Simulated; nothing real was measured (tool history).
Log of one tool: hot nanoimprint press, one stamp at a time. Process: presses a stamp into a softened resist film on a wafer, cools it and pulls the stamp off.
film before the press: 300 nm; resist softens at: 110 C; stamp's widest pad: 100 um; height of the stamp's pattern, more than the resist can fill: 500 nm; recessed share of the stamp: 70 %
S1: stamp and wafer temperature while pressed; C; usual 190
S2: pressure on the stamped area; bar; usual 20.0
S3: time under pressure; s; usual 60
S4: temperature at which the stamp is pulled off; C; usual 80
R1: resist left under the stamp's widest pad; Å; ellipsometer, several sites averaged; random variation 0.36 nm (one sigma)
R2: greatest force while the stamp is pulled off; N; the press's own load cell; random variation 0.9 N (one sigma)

run,hour,S1,S2,S3,S4,R1,R2
1,0.0,190,20.0,60,80,1514,160.5
2,71.0,190,20.0,60,80,1507,169.7
# hour 91.5: stamp cleaned and given a new release coat
3,138.9,190,20.0,60,80,1506,155.8
4,190.1,190,20.0,60,80,1507,160.4
5,226.7,190,20.0,60,80,1499,162.6
# hour 278.0: stamp cleaned and given a new release coat
6,309.7,190,20.0,60,80,1493,153.2
7,349.9,190,20.0,60,80,1493,154.6
8,409.0,190,20.0,60,80,1487,160.5
9,450.9,190,20.0,88,80,1294,164.2
# hour 462.0: stamp cleaned and given a new release coat
# hour 515.4: press's hydraulic seals changed and the load cell set to zero
10,549.0,190,20.0,61,80,1415,153.1
11,600.0,190,20.0,61,80,1413,159.3
12,642.5,190,20.0,61,80,1408,162.6
# hour 653.5: stamp cleaned and given a new release coat
13,737.4,190,20.0,61,80,1410,154.2
14,777.5,190,20.0,61,80,1402,158.0
# hour 787.8: plate thermocouple calibrated
# hour 840.5: stamp cleaned and given a new release coat
15,843.8,184,20.0,71,80,1629,151.4
16,880.4,193,20.0,60,84,1413,145.5
17,950.9,193,20.0,60,84,1399,151.7
# hour 1027.9: stamp cleaned and given a new release coat
18,1039.3,199,20.0,111,83,971,142.0
19,1090.4,199,20.0,111,83,972,147.7
20,1149.1,199,20.0,44,74,1371,178.9
21,1189.0,199,20.0,44,74,1366,180.0
# hour 1214.2: stamp cleaned and given a new release coat
22,1256.3,199,20.0,44,74,1356,168.0
23,1327.8,195,20.0,90,74,1141,173.2
# hour 1400.4: stamp cleaned and given a new release coat
24,1411.4,195,20.0,90,74,1131,163.3
25,1489.1,195,20.0,90,74,1127,167.8
26,1545.0,192,28.8,81,80,1051,159.4
# hour 1584.3: stamp cleaned and given a new release coat
27,1612.7,192,28.8,81,80,1044,146.4
# hour 1625.5: plate thermocouple calibrated
28,1681.9,192,28.8,81,80,1117,160.0

3 ways to go on from here, each from the tool as it stands after run 28. What would each give?
# hour 1725.3: press's hydraulic seals changed and the load cell set to zero
A,1752.1,190,28.6,51,80,?,?
# hour 1725.3: press's hydraulic seals changed and the load cell set to zero
B,1752.1,195,28.8,32,67,?,?
# hour 1725.3: press's hydraulic seals changed and the load cell set to zero
C,1752.1,202,22.0,60,81,?,?

run,R1,R2
A,1314,167.7
B,1380,201.8
C,1084,163.3
Without the tool's hidden state the same runs would have given:
run,R1,R2
A,1326,153.1
B,1392,183.9
C,1093,149.0
